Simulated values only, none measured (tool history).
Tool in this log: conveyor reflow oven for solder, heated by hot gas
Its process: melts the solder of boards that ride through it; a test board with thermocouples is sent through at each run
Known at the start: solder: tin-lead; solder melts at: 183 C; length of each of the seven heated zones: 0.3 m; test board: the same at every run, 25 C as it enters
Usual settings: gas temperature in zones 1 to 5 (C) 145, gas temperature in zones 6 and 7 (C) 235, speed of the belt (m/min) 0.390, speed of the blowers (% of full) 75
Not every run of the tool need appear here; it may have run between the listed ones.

run	day	gas temperature in zones 1 to 5 (C)	gas temperature in zones 6 and 7 (C)	speed of the belt (m/min)	speed of the blowers (% of full)	highest temperature of the board (C)	time above the solder's melting point (s)
1	0.000	145	235	0.390	75	215.85	69.7
2	0.392	145	235	0.390	75	215.72	69.8
3	0.692	145	235	0.390	73	214.98	69.4
4	1.062	145	235	0.390	73	215.20	69.1
5	1.304	145	235	0.390	73	215.35	69.4
6	1.621	145	235	0.390	73	215.20	68.8
7	1.871	145	235	0.390	73	215.26	69.1
8	2.150	145	235	0.430	73	211.57	58.7
9	2.358	145	235	0.362	75	218.19	78.4
10	2.575	145	235	0.390	75	215.85	69.9
11	2.850	145	235	0.390	75	215.64	69.7
# day 3.096: flux residue cleaned out of gas plates and filters
12	3.525	145	235	0.390	61	210.48	62.6
13	3.925	145	235	0.390	61	210.40	63.1
14	4.350	145	235	0.390	61	210.53	62.8
15	4.633	145	235	0.390	61	210.53	62.6
16	4.975	145	235	0.390	61	210.50	62.6
17	5.375	154	250	0.391	63	225.41	82.0
18	5.712	150	248	0.351	65	227.69	91.2
19	5.996	139	234	0.376	51	204.47	52.4
20	6.275	145	235	0.390	76	216.09	70.3
21	6.696	145	235	0.390	76	216.07	70.4
22	7.046	145	239	0.390	75	219.14	72.8

What will run 23 give?
23	7.300	158	235	0.390	75	?	?

highest temperature of the board (C): 218.53
time above the solder's melting point (s): 79.7
On a tool with no hidden condition, and with the same random variation, this run would have come out at highest temperature of the board (C) 218.53, time above the solder's melting point (s) 79.7.
